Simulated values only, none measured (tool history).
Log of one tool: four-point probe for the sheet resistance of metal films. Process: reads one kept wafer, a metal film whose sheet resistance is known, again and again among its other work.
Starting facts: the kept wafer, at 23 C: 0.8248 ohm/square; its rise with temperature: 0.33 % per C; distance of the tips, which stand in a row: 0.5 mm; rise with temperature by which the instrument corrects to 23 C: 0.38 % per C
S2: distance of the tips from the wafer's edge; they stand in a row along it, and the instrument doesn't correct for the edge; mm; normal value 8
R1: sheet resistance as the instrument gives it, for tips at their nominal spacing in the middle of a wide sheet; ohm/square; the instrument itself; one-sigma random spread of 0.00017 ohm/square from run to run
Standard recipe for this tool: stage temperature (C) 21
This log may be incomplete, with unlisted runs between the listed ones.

{"run": 1, "hour": 0.0, "stage temperature (C)": 21, "S2": 8, "R1": 0.825857}
{"run": 2, "hour": 22.5, "stage temperature (C)": 21, "S2": 8, "R1": 0.825934}
{"run": 3, "hour": 64.8, "stage temperature (C)": 21, "S2": 8, "R1": 0.825683}
{"run": 4, "hour": 106.5, "stage temperature (C)": 21, "S2": 8, "R1": 0.82585}
{"run": 5, "hour": 140.0, "stage temperature (C)": 21, "S2": 8, "R1": 0.825858}
{"run": 6, "hour": 168.3, "stage temperature (C)": 21, "S2": 8, "R1": 0.825884}
{"run": 7, "hour": 192.0, "stage temperature (C)": 21, "S2": 8, "R1": 0.826184}
{"run": 8, "hour": 232.4, "stage temperature (C)": 21, "S2": 8, "R1": 0.826338}
{"run": 9, "hour": 263.8, "stage temperature (C)": 21, "S2": 8, "R1": 0.826137}
{"run": 10, "hour": 301.8, "stage temperature (C)": 19, "S2": 8, "R1": 0.826795}
{"run": 11, "hour": 335.3, "stage temperature (C)": 19, "S2": 8, "R1": 0.826789}
{"run": 12, "hour": 353.6, "stage temperature (C)": 19, "S2": 8, "R1": 0.82671}
{"run": 13, "hour": 397.6, "stage temperature (C)": 19, "S2": 8, "R1": 0.826974}
{"run": 14, "hour": 425.7, "stage temperature (C)": 35, "S2": 8, "R1": 0.821255}
{"run": 15, "hour": 457.4, "stage temperature (C)": 30, "S2": 8, "R1": 0.822692}
{"run": 16, "hour": 499.5, "stage temperature (C)": 30, "S2": 8, "R1": 0.822861}
{"run": 17, "hour": 536.8, "stage temperature (C)": 27, "S2": 8, "R1": 0.823932}
{"run": 18, "hour": 571.5, "stage temperature (C)": 27, "S2": 8, "R1": 0.823821}
{"run": 19, "hour": 614.8, "stage temperature (C)": 27, "S2": 8, "R1": 0.82415}
{"run": 20, "hour": 647.2, "stage temperature (C)": 27, "S2": 8, "R1": 0.824126}
{"run": 21, "hour": 688.4, "stage temperature (C)": 31, "S2": 56, "R1": 0.821243}
{"run": 22, "hour": 717.8, "stage temperature (C)": 31, "S2": 56, "R1": 0.821125}
{"run": 23, "hour": 760.3, "stage temperature (C)": 31, "S2": 7, "R1": 0.823276}
{"hour": 762.7, "done": "stage's thermometer calibrated"}
{"run": 24, "hour": 799.5, "stage temperature (C)": 33, "S2": 8, "R1": 0.821559}
{"run": 25, "hour": 837.5, "stage temperature (C)": 30, "S2": 7, "R1": 0.82333}
{"run": 26, "hour": 880.9, "stage temperature (C)": 34, "S2": 4, "R1": 0.826447}
{"run": 27, "hour": 922.8, "stage temperature (C)": 26, "S2": 4, "R1": 0.829188}
{"run": 28, "hour": 956.0, "stage temperature (C)": 22, "S2": 35, "R1": 0.82398}
{"hour": 980.4, "done": "stage's thermometer calibrated, once more"}
{"run": 29, "hour": 980.4, "stage temperature (C)": 21, "S2": 54, "R1": 0.827387}
{"run": 30, "hour": 1014.5, "stage temperature (C)": 21, "S2": 6, "R1": 0.830096}
{"run": 31, "hour": 1056.9, "stage temperature (C)": 21, "S2": 6, "R1": 0.830596}
{"run": 32, "hour": 1092.4, "stage temperature (C)": 26, "S2": 57, "R1": 0.825323}
{"run": 33, "hour": 1134.1, "stage temperature (C)": 26, "S2": 57, "R1": 0.825459}
{"run": 34, "hour": 1162.6, "stage temperature (C)": 34, "S2": 6, "R1": 0.825541}
{"run": 35, "hour": 1188.1, "stage temperature (C)": 26, "S2": 11, "R1": 0.826097}
{"run": 36, "hour": 1224.0, "stage temperature (C)": 26, "S2": 11, "R1": 0.826327}
{"run": 37, "hour": 1252.9, "stage temperature (C)": 25, "S2": 42, "R1": 0.825679}
{"run": 38, "hour": 1293.0, "stage temperature (C)": 20, "S2": 37, "R1": 0.827627}
{"run": 39, "hour": 1324.3, "stage temperature (C)": 20, "S2": 37, "R1": 0.828006}
{"run": 40, "hour": 1352.9, "stage temperature (C)": 20, "S2": 37, "R1": 0.827766}

Alternative continuations, all from the tool just after run 40; predict every row:
{"run": "A", "hour": 1396.2, "stage temperature (C)": 23, "S2": 48, "R1": "?"}
{"run": "B", "hour": 1396.2, "stage temperature (C)": 19, "S2": 7, "R1": "?"}
{"run": "C", "hour": 1396.2, "stage temperature (C)": 23, "S2": 49, "R1": "?"}
{"run": "D", "hour": 1396.2, "stage temperature (C)": 23, "S2": 27, "R1": "?"}

run=A R1=0.826841
run=B R1=0.830559
run=C R1=0.82669
run=D R1=0.826543
With no hidden state in the tool, these same runs would have given:
run=A R1=0.825029
run=B R1=0.82874
run=C R1=0.824879
run=D R1=0.824731
